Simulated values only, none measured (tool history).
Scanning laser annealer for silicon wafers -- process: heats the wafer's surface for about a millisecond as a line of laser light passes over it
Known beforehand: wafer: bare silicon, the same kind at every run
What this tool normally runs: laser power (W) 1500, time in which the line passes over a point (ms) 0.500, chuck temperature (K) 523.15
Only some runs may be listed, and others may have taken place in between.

run	hour	laser power (W)	time in which the line passes over a point (ms)	chuck temperature (K)	highest temperature of the surface (K)
1	0.0	1500	0.500	523.15	1348.15
2	7.8	1500	0.530	523.15	1373.15
3	19.5	1500	0.500	523.15	1350.15
4	32.1	1500	0.500	523.15	1349.15
5	43.8	1500	0.500	523.15	1349.15
6	55.0	1500	0.500	523.15	1348.15
7	65.5	1500	0.500	523.15	1347.15
8	79.0	1500	0.500	523.15	1349.15
9	90.9	1500	0.500	523.15	1345.15
10	98.3	1500	0.500	523.15	1345.15
11	104.4	1500	0.500	555.15	1381.15

Run 12, settings as shown, results not yet in. Your forecast:
# hour 118.7: window over the wafer cleaned
12	119.6	1529	0.568	555.15	?

highest temperature of the surface (K): 1464.15
With the hidden condition absent and the run-to-run variation left alone, this run would have shown highest temperature of the surface (K) 1478.15.

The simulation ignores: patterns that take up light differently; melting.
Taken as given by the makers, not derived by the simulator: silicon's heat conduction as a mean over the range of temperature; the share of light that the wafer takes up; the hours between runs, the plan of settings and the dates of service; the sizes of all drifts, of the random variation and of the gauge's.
